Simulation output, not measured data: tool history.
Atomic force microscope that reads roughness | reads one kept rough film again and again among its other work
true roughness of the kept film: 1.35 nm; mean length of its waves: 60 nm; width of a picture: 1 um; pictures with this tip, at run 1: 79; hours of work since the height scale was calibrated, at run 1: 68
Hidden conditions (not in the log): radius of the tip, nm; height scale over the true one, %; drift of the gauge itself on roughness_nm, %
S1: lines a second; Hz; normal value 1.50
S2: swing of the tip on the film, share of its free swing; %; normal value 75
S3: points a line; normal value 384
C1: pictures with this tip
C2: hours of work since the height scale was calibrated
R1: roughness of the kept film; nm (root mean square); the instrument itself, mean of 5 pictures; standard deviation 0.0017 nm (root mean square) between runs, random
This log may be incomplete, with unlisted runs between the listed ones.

| run | hour | S1 | S2 | S3 | C1 | C2 | R1 |
|---|---|---|---|---|---|---|---|
| 1 | 0.0 | 1.50 | 75 | 384 | 79 | 68 | 1.271 |
| 2 | 25.2 | 1.50 | 75 | 384 | 103 | 79 | 1.267 |
| 3 | 59.9 | 1.50 | 75 | 384 | 136 | 94 | 1.270 |
| 4 | 92.0 | 1.50 | 87 | 384 | 167 | 107 | 1.221 |
| 5 | 124.8 | 1.50 | 87 | 384 | 198 | 121 | 1.218 |
| 6 | 149.7 | 1.50 | 87 | 384 | 222 | 132 | 1.219 |
| 7 | 185.9 | 1.50 | 87 | 384 | 257 | 147 | 1.221 |
| 8 | 236.1 | 1.50 | 87 | 644 | 305 | 168 | 1.220 |
|  | 248.5 | new tip fitted |
| 9 | 280.0 | 1.50 | 56 | 384 | 30 | 186 | 1.316 |
| 10 | 323.8 | 1.50 | 88 | 427 | 72 | 205 | 1.215 |
| 11 | 362.6 | 1.05 | 66 | 513 | 109 | 221 | 1.309 |
| 12 | 414.4 | 1.05 | 66 | 513 | 159 | 243 | 1.310 |
| 13 | 451.4 | 0.94 | 79 | 658 | 194 | 259 | 1.286 |
| 14 | 480.9 | 1.41 | 60 | 290 | 223 | 271 | 1.308 |
| 15 | 510.5 | 0.60 | 87 | 288 | 251 | 283 | 1.282 |
| 16 | 534.3 | 1.13 | 73 | 569 | 274 | 294 | 1.289 |
|  | 579.7 | new tip fitted |
| 17 | 579.7 | 2.55 | 61 | 608 | 0 | 312 | 1.287 |

3 ways to go on from here, each from the tool as it stands after run 17. What would each give?
| A | 600.6 | 2.23 | 61 | 608 | 20 | 321 | ? |
| B | 600.6 | 1.74 | 88 | 608 | 20 | 321 | ? |
| C | 600.6 | 2.79 | 62 | 328 | 20 | 321 | ? |

| run | R1 |
|---|---|
| A | 1.294 |
| B | 1.198 |
| C | 1.276 |
What these runs would have given with no unlogged condition in the tool:
| run | R1 |
|---|---|
| A | 1.294 |
| B | 1.198 |
| C | 1.276 |

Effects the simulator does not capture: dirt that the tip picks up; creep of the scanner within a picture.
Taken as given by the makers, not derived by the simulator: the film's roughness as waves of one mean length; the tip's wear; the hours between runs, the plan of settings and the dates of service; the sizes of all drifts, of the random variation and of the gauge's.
